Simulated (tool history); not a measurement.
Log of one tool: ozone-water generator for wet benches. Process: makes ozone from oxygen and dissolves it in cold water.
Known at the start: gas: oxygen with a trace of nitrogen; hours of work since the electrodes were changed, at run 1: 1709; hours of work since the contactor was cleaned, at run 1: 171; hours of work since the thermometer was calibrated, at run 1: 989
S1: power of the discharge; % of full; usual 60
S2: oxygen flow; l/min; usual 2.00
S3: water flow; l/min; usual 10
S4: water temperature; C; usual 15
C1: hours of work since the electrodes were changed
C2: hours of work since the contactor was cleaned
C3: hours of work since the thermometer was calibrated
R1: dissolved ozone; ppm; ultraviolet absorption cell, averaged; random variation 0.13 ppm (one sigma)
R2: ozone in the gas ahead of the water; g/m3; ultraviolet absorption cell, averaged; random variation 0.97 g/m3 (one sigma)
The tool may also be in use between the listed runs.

run,hour,S1,S2,S3,S4,C1,C2,C3,R1,R2
1,0.0,60,2.00,10,15,1709,171,989,14.0,161.4
2,60.6,60,2.00,10,15,1753,215,1034,14.1,161.6
3,139.2,60,3.16,10,15,1811,272,1091,14.8,130.2
4,193.5,60,3.16,10,15,1850,312,1131,14.7,132.9
5,258.8,60,3.16,10,15,1898,360,1178,14.7,131.9
6,315.9,60,3.16,10,15,1940,401,1220,14.8,131.5
7,394.2,60,1.18,10,15,1997,458,1277,12.1,204.0
8,444.4,60,1.18,10,15,2033,495,1314,11.9,204.7
9,530.2,60,1.18,10,15,2096,558,1376,12.0,204.9
10,569.3,60,1.18,14,15,2124,586,1405,8.6,203.3
11,611.9,60,1.18,14,15,2156,617,1436,8.5,202.6
12,700.3,60,1.18,14,15,2220,682,1500,8.5,201.9
13,748.6,60,2.00,9,15,2255,717,1536,14.9,162.3
14,832.3,60,2.22,10,15,2316,778,1597,13.8,151.3
15,891.3,45,2.00,10,15,2359,821,1640,10.9,130.7
16,970.1,45,2.00,10,15,2417,879,1697,11.4,128.4
17,1054.0,55,1.87,12,15,2478,940,1758,10.6,152.5
18,1122.8,55,1.87,12,15,2528,990,1809,10.9,153.5
19,1194.2,55,1.87,12,15,2580,1042,1861,10.7,154.2
20,1248.8,99,2.96,8,15,2620,1082,1901,23.9,191.9
21,1320.9,60,2.00,10,9,2673,1135,1953,14.6,159.8
22,1365.5,60,2.00,10,9,2705,1167,1986,14.3,159.5
23,1436.0,81,1.07,10,12,2757,1219,2037,14.2,258.7
24,1514.3,81,1.07,10,12,2814,1276,2094,14.5,258.4
25,1552.8,60,1.89,13,18,2842,1304,2122,10.1,162.1
26,1643.5,60,1.89,13,18,2908,1370,2189,10.2,161.2
27,1721.3,77,2.00,10,7,2965,1427,2245,17.4,187.2
28,1797.3,69,1.32,10,7,3021,1482,2301,14.2,209.8
29,1847.1,59,1.06,13,12,3057,1519,2337,8.8,205.7
30,1908.0,59,1.06,13,12,3101,1563,2382,8.7,203.6
31,1981.5,59,1.06,13,12,3155,1617,2435,8.7,205.7
32,2073.0,84,3.26,8,20,3222,1683,2502,19.2,159.0

4 ways to go on from here, each from the tool as it stands after run 32. What would each give?
A,2123.6,84,1.94,8,20,3259,1720,2539,?,?
B,2123.6,41,1.95,11,20,3259,1720,2539,?,?
C,2123.6,60,1.19,10,8,3259,1720,2539,?,?
D,2123.6,84,3.26,8,21,3259,1720,2539,?,?

run,R1,R2
A,18.7,199.6
B,8.8,121.1
C,12.4,197.2
D,19.0,159.7
Without the tool's hidden state the same runs would have given:
run,R1,R2
A,20.6,216.2
B,9.3,126.5
C,13.4,210.0
D,20.9,172.9
